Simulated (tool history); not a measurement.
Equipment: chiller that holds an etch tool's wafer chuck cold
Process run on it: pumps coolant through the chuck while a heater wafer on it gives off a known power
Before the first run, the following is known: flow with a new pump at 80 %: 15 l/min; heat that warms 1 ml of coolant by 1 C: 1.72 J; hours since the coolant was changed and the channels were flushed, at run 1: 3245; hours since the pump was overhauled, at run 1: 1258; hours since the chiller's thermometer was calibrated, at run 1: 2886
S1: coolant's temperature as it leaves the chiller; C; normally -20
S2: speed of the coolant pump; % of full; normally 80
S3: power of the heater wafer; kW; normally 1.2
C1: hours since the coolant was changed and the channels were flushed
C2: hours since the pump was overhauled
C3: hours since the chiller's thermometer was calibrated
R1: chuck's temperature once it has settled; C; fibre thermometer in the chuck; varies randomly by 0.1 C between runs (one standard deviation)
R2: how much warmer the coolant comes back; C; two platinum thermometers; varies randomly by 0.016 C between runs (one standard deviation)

Run 1, hour 0: usual settings; C1 3245; C2 1258; C3 2886. Result: R1 -7.3 C, R2 2.85 C.
Run 2, hour 25: usual settings; C1 3270; C2 1283; C3 2911. Result: R1 -7.4 C, R2 2.89 C.
Run 3, hour 51.5: usual settings; C1 3296; C2 1309; C3 2938. Result: R1 -7.4 C, R2 2.82 C.
Run 4, hour 72.2: usual settings; C1 3317; C2 1330; C3 2958. Result: R1 -7.2 C, R2 2.85 C.
At hour 81.6: coolant changed, channels flushed.
Run 5, hour 102.5: usual settings but S3 0.643 kW; C1 21; C2 1354; C3 2983. Result: R1 -15 C, R2 1.5 C.
Run 6, hour 128: usual settings but S3 0.643 kW; C1 46; C2 1380; C3 3008. Result: R1 -15 C, R2 1.55 C.
Run 7, hour 151.3: usual settings but S3 0.643 kW; C1 70; C2 1403; C3 3031. Result: R1 -14.9 C, R2 1.55 C.
Run 8, hour 172.1: usual settings but S3 1.648 kW; C1 90; C2 1424; C3 3052. Result: R1 -5.6 C, R2 3.94 C.
Run 9, hour 192.8: usual settings but S3 1.648 kW; C1 111; C2 1445; C3 3073. Result: R1 -5.4 C, R2 3.91 C.
Run 10, hour 208.8: usual settings; C1 127; C2 1461; C3 3089. Result: R1 -9.7 C, R2 2.85 C.
Run 11, hour 231.5: usual settings; C1 150; C2 1483; C3 3111. Result: R1 -9.8 C, R2 2.84 C.
Run 12, hour 261.5: usual settings; C1 180; C2 1513; C3 3142. Result: R1 -9.7 C, R2 2.87 C.
Run 13, hour 282.1: usual settings; C1 200; C2 1534; C3 3162. Result: R1 -9.5 C, R2 2.88 C.
Run 14, hour 309.9: usual settings; C1 228; C2 1562; C3 3190. Result: R1 -9.7 C, R2 2.86 C.
Run 15, hour 332.6: usual settings; C1 251; C2 1584; C3 3213. Result: R1 -9.6 C, R2 2.84 C.
Run 16, hour 356.9: usual settings but S2 66 % of full, S3 0.68 kW; C1 275; C2 1609; C3 3237. Result: R1 -13.7 C, R2 1.94 C.
Run 17, hour 373.9: usual settings but S1 -13 C, S2 66 % of full, S3 0.855 kW; C1 292; C2 1626; C3 3254. Result: R1 -4.9 C, R2 2.46 C.
Run 18, hour 390.6: usual settings but S1 -13 C, S2 66 % of full, S3 0.855 kW; C1 309; C2 1643; C3 3271. Result: R1 -5 C, R2 2.5 C.
Run 19, hour 425.3: usual settings but S1 -19 C, S2 98 % of full, S3 1.039 kW; C1 344; C2 1677; C3 3305. Result: R1 -11.2 C, R2 2.06 C.
Run 20, hour 442.4: usual settings but S1 -21 C, S2 69 % of full, S3 0.69 kW; C1 361; C2 1694; C3 3322. Result: R1 -15 C, R2 1.88 C.
Run 21, hour 465.5: usual settings but S1 -25 C, S3 1.333 kW; C1 384; C2 1717; C3 3345. Result: R1 -13.4 C, R2 3.18 C.
Run 22, hour 485.5: usual settings but S3 1.678 kW; C1 404; C2 1737; C3 3365. Result: R1 -5 C, R2 4 C.
Run 23, hour 514: usual settings but S3 1.678 kW; C1 432; C2 1766; C3 3394. Result: R1 -4.9 C, R2 4.04 C.
Run 24, hour 533.1: usual settings but S1 -19 C, S2 82 % of full, S3 0.643 kW; C1 452; C2 1785; C3 3413. Result: R1 -14 C, R2 1.5 C.
Run 25, hour 555.8: usual settings but S1 -22 C, S3 1.175 kW; C1 474; C2 1808; C3 3436. Result: R1 -11.6 C, R2 2.79 C.
Run 26, hour 585.3: usual settings but S1 -22 C, S3 1.175 kW; C1 504; C2 1837; C3 3465. Result: R1 -11.9 C, R2 2.82 C.
Run 27, hour 619.1: usual settings but S1 -16 C, S3 1.114 kW; C1 537; C2 1871; C3 3499. Result: R1 -6.4 C, R2 2.66 C.

Measured minus without-hidden-state, run by run (identical run-to-run variation in each term; gauge scatter may differ):
What the log doesn't record here: heat passed by the chuck's channels, % of clean ones'; flow at a given pump speed, % of a new pump's; coolant's true temperature over the reading, C; drift of the gauge itself on chuck_c, C; drift of the gauge itself on warmer_back_c, C.
run    R1     R2
  1  +1.7  +0.05
  2  +1.7  +0.05
  3  +1.8  +0.06
  4  +1.8  +0.05
  5  -0.8  +0.03
  6  -0.8  +0.03
  7  -0.7  +0.04
  8  -0.6  +0.09
  9  -0.5  +0.09
 10  -0.6  +0.06
 11  -0.6  +0.07
 12  -0.6  +0.06
 13  -0.6  +0.06
 14  -0.6  +0.07
 15  -0.6  +0.07
 16  -0.7  +0.05
 17  -0.6  +0.06
 18  -0.6  +0.06
 19  -0.6  +0.06
 20  -0.7  +0.05
 21  -0.4  +0.08
 22  -0.3  +0.11
 23  -0.3  +0.11
 24  -0.7  +0.04
 25  -0.4  +0.08
 26  -0.5  +0.08
 27  -0.5  +0.08
